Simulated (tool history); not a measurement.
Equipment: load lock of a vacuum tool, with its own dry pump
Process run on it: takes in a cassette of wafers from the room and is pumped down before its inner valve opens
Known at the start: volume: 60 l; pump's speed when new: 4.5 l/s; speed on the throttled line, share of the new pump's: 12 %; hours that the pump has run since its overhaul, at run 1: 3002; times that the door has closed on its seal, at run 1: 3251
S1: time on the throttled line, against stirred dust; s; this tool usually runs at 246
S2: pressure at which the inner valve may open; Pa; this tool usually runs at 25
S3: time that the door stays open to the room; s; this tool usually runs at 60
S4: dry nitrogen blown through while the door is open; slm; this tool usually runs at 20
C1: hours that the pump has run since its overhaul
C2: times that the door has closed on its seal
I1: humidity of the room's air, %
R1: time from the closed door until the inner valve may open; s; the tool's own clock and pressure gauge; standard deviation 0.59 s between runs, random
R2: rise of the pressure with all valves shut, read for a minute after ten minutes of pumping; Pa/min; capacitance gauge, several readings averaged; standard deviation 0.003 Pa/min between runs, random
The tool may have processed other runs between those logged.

Run 1, hour 0: usual settings; C1 3002; C2 3251; I1 46.3. Result: R1 328.4 s, R2 0.039 Pa/min.
Run 2, hour 97.8: usual settings but S3 38 s; C1 3100; C2 3431; I1 41.8. Result: R1 327.7 s, R2 0.034 Pa/min.
Run 3, hour 167.3: usual settings but S3 38 s; C1 3170; C2 3559; I1 45.2. Result: R1 327.5 s, R2 0.029 Pa/min.
Run 4, hour 266.5: usual settings but S3 38 s; C1 3269; C2 3741; I1 45.4. Result: R1 328.1 s, R2 0.034 Pa/min.
Run 5, hour 335: usual settings but S2 46 Pa, S3 38 s; C1 3337; C2 3868; I1 49.4. Result: R1 319.3 s, R2 0.041 Pa/min.
Run 6, hour 399: usual settings but S4 11 slm; C1 3401; C2 3985; I1 46.6. Result: R1 328.5 s, R2 0.043 Pa/min.
Run 7, hour 525: usual settings but S4 11 slm; C1 3527; C2 4217; I1 46.6. Result: R1 327.9 s, R2 0.048 Pa/min.
Run 8, hour 585.4: usual settings but S4 12 slm; C1 3588; C2 4329; I1 46.9. Result: R1 329.4 s, R2 0.046 Pa/min.
Run 9, hour 695.1: usual settings but S2 35 Pa, S4 12 slm; C1 3698; C2 4531; I1 44.6. Result: R1 324.6 s, R2 0.042 Pa/min.
Run 10, hour 778.1: usual settings but S2 35 Pa, S4 12 slm; C1 3781; C2 4683; I1 46.9. Result: R1 324 s, R2 0.047 Pa/min.
Run 11, hour 878.9: usual settings but S2 35 Pa, S4 12 slm; C1 3881; C2 4869; I1 44.4. Result: R1 323.7 s, R2 0.044 Pa/min.
Run 12, hour 1007: usual settings; C1 4009; C2 5105; I1 45. Result: R1 328.1 s, R2 0.04 Pa/min.
Run 13, hour 1067.2: usual settings; C1 4070; C2 5216; I1 44.2. Result: R1 328 s, R2 0.035 Pa/min.
Run 14, hour 1128.6: usual settings; C1 4131; C2 5329; I1 41.5. Result: R1 327.9 s, R2 0.031 Pa/min.
Run 15, hour 1235.7: usual settings; C1 4238; C2 5526; I1 44.2. Result: R1 328.4 s, R2 0.034 Pa/min.
Run 16, hour 1364.5: usual settings but S2 34 Pa; C1 4367; C2 5763; I1 42.4. Result: R1 324.2 s, R2 0.031 Pa/min.
Run 17, hour 1434.9: usual settings but S2 34 Pa; C1 4437; C2 5893; I1 45.6. Result: R1 324.4 s, R2 0.037 Pa/min.
Run 18, hour 1511.2: usual settings but S2 34 Pa; C1 4514; C2 6034; I1 45.2. Result: R1 324.1 s, R2 0.039 Pa/min.
Run 19, hour 1611.3: usual settings but S2 34 Pa; C1 4614; C2 6218; I1 42.7. Result: R1 324.6 s, R2 0.029 Pa/min.
Run 20, hour 1709.2: usual settings but S2 34 Pa; C1 4712; C2 6398; I1 50.3. Result: R1 325.2 s, R2 0.041 Pa/min.
Run 21, hour 1766.9: usual settings but S1 239 s, S2 47 Pa; C1 4769; C2 6505; I1 45.3. Result: R1 314 s, R2 0.042 Pa/min.
Run 22, hour 1825.5: usual settings but S1 320 s, S2 19 Pa, S3 62 s, S4 15 slm; C1 4828; C2 6612; I1 45.1. Result: R1 398.7 s, R2 0.043 Pa/min.
Run 23, hour 1916.2: usual settings but S1 152 s, S2 38 Pa, S3 27 s; C1 4919; C2 6779; I1 45.5. Result: R1 239.4 s, R2 0.032 Pa/min.
Run 24, hour 1996.8: usual settings but S1 152 s, S2 30 Pa, S3 200 s, S4 14 slm; C1 4999; C2 6928; I1 47.7. Result: R1 242.3 s, R2 0.061 Pa/min.
Run 25, hour 2055.4: usual settings but S1 237 s, S2 36 Pa, S3 96 s, S4 10 slm; C1 5058; C2 7036; I1 47. Result: R1 315.8 s, R2 0.051 Pa/min.
Run 26, hour 2160.8: usual settings but S1 237 s, S2 45 Pa, S3 52 s, S4 11 slm; C1 5163; C2 7230; I1 45.6. Result: R1 312.1 s, R2 0.044 Pa/min.
Run 27, hour 2268.5: usual settings but S2 20 Pa, S3 87 s; C1 5271; C2 7428; I1 46.9. Result: R1 331.7 s, R2 0.042 Pa/min.
Run 28, hour 2344.6: usual settings but S1 191 s, S3 52 s, S4 15 slm; C1 5347; C2 7569; I1 44.7. Result: R1 279.8 s, R2 0.042 Pa/min.
Run 29, hour 2468.5: usual settings but S2 41 Pa, S3 40 s; C1 5471; C2 7797; I1 43.1. Result: R1 322.7 s, R2 0.031 Pa/min.
Run 30, hour 2527.1: usual settings but S2 41 Pa, S3 40 s; C1 5530; C2 7905; I1 45.7. Result: R1 321.3 s, R2 0.031 Pa/min.
Run 31, hour 2647.1: usual settings but S2 41 Pa, S3 40 s; C1 5650; C2 8126; I1 45.8. Result: R1 322.1 s, R2 0.031 Pa/min.
Run 32, hour 2709.1: usual settings but S2 41 Pa, S3 40 s; C1 5712; C2 8240; I1 50.7. Result: R1 321.9 s, R2 0.039 Pa/min.
Run 33, hour 2822.7: usual settings but S2 47 Pa, S3 143 s, S4 9 slm; C1 5825; C2 8449; I1 43.2. Result: R1 319.8 s, R2 0.061 Pa/min.
Run 34, hour 2882.3: usual settings but S1 333 s, S2 47 Pa, S3 143 s, S4 9 slm; C1 5885; C2 8559; I1 46.9. Result: R1 397 s, R2 0.06 Pa/min.
Run 35, hour 2973.9: usual settings but S1 333 s, S2 47 Pa, S3 143 s, S4 9 slm; C1 5976; C2 8727; I1 46.6. Result: R1 397.7 s, R2 0.063 Pa/min.

Expected results for the next run?
Run 36, hour 3067.3: usual settings but S1 191 s, S2 22 Pa, S4 6 slm; C1 6070; C2 8899; I1 43.9. Result: R1 ?, R2 ?.

R1: 281 s
R2: 0.046 Pa/min
Minus the tool's unlogged condition, the same run would have read R1 281 s, R2 0.046 Pa/min.
